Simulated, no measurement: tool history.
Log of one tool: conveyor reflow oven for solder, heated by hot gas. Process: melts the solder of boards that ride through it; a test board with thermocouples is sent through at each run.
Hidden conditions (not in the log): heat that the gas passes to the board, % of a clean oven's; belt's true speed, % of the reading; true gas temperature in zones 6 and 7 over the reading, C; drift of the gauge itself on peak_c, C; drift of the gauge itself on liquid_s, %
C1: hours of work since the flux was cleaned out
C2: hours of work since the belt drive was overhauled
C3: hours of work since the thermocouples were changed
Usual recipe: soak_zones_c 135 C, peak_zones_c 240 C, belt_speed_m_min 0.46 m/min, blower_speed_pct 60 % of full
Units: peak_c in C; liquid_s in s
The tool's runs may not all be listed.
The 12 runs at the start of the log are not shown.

Run 13, hour 500.6: usual settings but soak_zones_c 123 C; C1 104; C2 625; C3 815. Result: peak_c 217.5 C, liquid_s 53.9 s.
Run 14, hour 539.4: usual settings but soak_zones_c 123 C; C1 125; C2 647; C3 836. Result: peak_c 217.4 C, liquid_s 53.9 s.
Run 15, hour 582: usual settings but peak_zones_c 236 C; C1 148; C2 670; C3 860. Result: peak_c 216.3 C, liquid_s 56.7 s.
Run 16, hour 632.3: usual settings but peak_zones_c 236 C; C1 176; C2 698; C3 887. Result: peak_c 215.9 C, liquid_s 56.9 s.
Run 17, hour 676.2: usual settings but soak_zones_c 139 C, peak_zones_c 236 C, blower_speed_pct 56 % of full; C1 200; C2 722; C3 911. Result: peak_c 215.5 C, liquid_s 57.4 s.
At hour 684.4: belt drive overhauled, speed set with a stopwatch.
Run 18, hour 726.7: usual settings but soak_zones_c 136 C; C1 226; C2 23; C3 937. Result: peak_c 219.6 C, liquid_s 59.8 s.
Run 19, hour 768.8: usual settings but soak_zones_c 136 C; C1 249; C2 46; C3 960. Result: peak_c 219.6 C, liquid_s 59.7 s.
Run 20, hour 821.1: usual settings but soak_zones_c 136 C, belt_speed_m_min 0.414 m/min; C1 278; C2 75; C3 989. Result: peak_c 223 C, liquid_s 70.1 s.

What does the tool deliver on the next run?
At hour 839.3: flux residue cleaned out of gas plates and filters.
Run 21, hour 851.8: usual settings but soak_zones_c 136 C, belt_speed_m_min 0.414 m/min; C1 7; C2 89; C3 1003. Result: peak_c ?, liquid_s ?.

peak_c: 225.3 C
liquid_s: 71.9 s
Without the tool's hidden state the same run would have given peak_c 224.1 C, liquid_s 70.2 s.
